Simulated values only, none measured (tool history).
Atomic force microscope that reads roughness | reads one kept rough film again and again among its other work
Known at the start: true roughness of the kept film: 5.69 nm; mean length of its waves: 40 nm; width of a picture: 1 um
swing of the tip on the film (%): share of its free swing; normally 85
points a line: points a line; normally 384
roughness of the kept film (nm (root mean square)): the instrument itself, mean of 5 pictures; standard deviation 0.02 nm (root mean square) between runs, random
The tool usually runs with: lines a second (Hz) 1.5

| run | hour | lines a second (Hz) | swing of the tip on the film (%) | points a line | roughness of the kept film (nm (root mean square)) |
|---|---|---|---|---|---|
| 1 | 0 | 1.5 | 85 | 384 | 4.345 |
| 2 | 14.5 | 1.5 | 85 | 454 | 4.33 |
|  | 17.8 | new tip fitted |
| 3 | 33 | 1.5 | 85 | 384 | 4.727 |
| 4 | 47.4 | 1.5 | 58 | 384 | 5.026 |
| 5 | 62.1 | 1.5 | 85 | 384 | 4.7 |
| 6 | 78.3 | 1.5 | 85 | 384 | 4.679 |
| 7 | 102.4 | 1.5 | 85 | 384 | 4.6 |
| 8 | 112.8 | 1.5 | 85 | 384 | 4.553 |
| 9 | 123.9 | 1.5 | 85 | 384 | 4.552 |
| 10 | 141.5 | 1.5 | 85 | 384 | 4.505 |
| 11 | 165.6 | 1.5 | 85 | 384 | 4.445 |
| 12 | 181 | 1.5 | 79 | 384 | 4.522 |
| 13 | 200 | 1.5 | 79 | 384 | 4.471 |
| 14 | 220.2 | 1.5 | 58 | 384 | 4.575 |
| 15 | 231.5 | 1.5 | 87 | 384 | 4.308 |
|  | 239 | new tip fitted |
| 16 | 250.4 | 1.5 | 85 | 384 | 4.736 |
| 17 | 264.8 | 1.5 | 85 | 384 | 4.694 |
| 18 | 275.4 | 1.5 | 85 | 384 | 4.659 |
| 19 | 300.6 | 1.5 | 85 | 312 | 4.622 |
| 20 | 320.1 | 1.5 | 85 | 312 | 4.557 |
| 21 | 342.6 | 1.5 | 85 | 312 | 4.491 |
| 22 | 363.3 | 1.5 | 85 | 384 | 4.483 |
| 23 | 384.8 | 1.5 | 61 | 833 | 4.663 |
| 24 | 399.7 | 4 | 55 | 384 | 4.587 |
| 25 | 423.3 | 2.05 | 80 | 341 | 4.359 |
| 26 | 448 | 2.34 | 61 | 304 | 4.518 |
|  | 460.9 | new tip fitted |
| 27 | 462.1 | 0.98 | 85 | 384 | 4.818 |
| 28 | 479.6 | 0.57 | 61 | 384 | 5.035 |
| 29 | 491.8 | 0.89 | 68 | 314 | 4.901 |
|  | 495.2 | height scale calibrated on a step standard |
| 30 | 509.8 | 0.89 | 68 | 314 | 4.878 |
| 31 | 521.3 | 1.5 | 68 | 1008 | 4.794 |
| 32 | 533.1 | 1.5 | 83 | 1008 | 4.579 |
| 33 | 555.3 | 3.29 | 60 | 1008 | 4.68 |
| 34 | 579.1 | 3.29 | 60 | 1008 | 4.618 |
| 35 | 602.2 | 3.29 | 60 | 1008 | 4.595 |
| 36 | 613.3 | 0.68 | 76 | 1008 | 4.649 |
|  | 621.2 | height scale calibrated on a step standard, once more |
| 37 | 634.6 | 0.79 | 59 | 1008 | 4.728 |
| 38 | 659.7 | 2.23 | 85 | 516 | 4.286 |
| 39 | 676.6 | 1.5 | 85 | 630 | 4.386 |
|  | 686.1 | new tip fitted |
| 40 | 689.6 | 1.5 | 85 | 630 | 4.808 |
| 41 | 711 | 1.5 | 85 | 630 | 4.771 |
| 42 | 731.8 | 0.75 | 81 | 384 | 4.924 |
| 43 | 754.3 | 1.5 | 84 | 429 | 4.666 |
| 44 | 765.4 | 1.5 | 84 | 429 | 4.637 |

5 options for the next run, each taken on its own from the tool as it stands now. Forecast them:
| A | 776.9 | 0.96 | 84 | 799 | ? |
| B | 776.9 | 1.5 | 82 | 693 | ? |
| C | 776.9 | 0.81 | 84 | 287 | ? |
| D | 776.9 | 1.5 | 85 | 445 | ? |
| E | 776.9 | 1.5 | 58 | 718 | ? |

| run | roughness of the kept film (nm (root mean square)) |
|---|---|
| A | 4.721 |
| B | 4.664 |
| C | 4.734 |
| D | 4.606 |
| E | 4.879 |
Stripped of hidden state, with their random variation kept, the same runs would have yielded:
| run | roughness of the kept film (nm (root mean square)) |
|---|---|
| A | 4.937 |
| B | 4.877 |
| C | 4.95 |
| D | 4.817 |
| E | 5.102 |
